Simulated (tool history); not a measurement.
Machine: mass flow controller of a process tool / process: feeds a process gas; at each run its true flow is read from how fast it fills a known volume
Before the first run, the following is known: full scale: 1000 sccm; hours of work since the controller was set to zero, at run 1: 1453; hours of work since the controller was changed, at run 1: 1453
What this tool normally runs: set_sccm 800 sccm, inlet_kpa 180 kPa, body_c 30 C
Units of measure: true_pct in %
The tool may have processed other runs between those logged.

run,hour,set_sccm,inlet_kpa,body_c,hours of work since the controller was set to zero,hours of work since the controller was changed,true_pct
1,0,800,180,30,1453,1453,99.38
2,386.4,800,180,30,1650,1650,99.48
3,921.9,800,180,30,1923,1923,99.31
4,1486.9,800,180,30,2211,2211,99.41
5,1771.1,800,180,30,2356,2356,99.36
6,2224.6,800,180,30,2587,2587,99.49
7,2584.5,800,180,30,2770,2770,99.44
8,2963.7,800,180,30,2964,2964,99.41
9,3280.7,800,180,30,3125,3125,99.42

For run 10, what comes out?
10,3733.8,800,151,30,3356,3356,?

true_pct: 99.65 %
Take away the tool's hidden state, keep the run-to-run variation as it was, and the same run would have given true_pct 99.65 %.
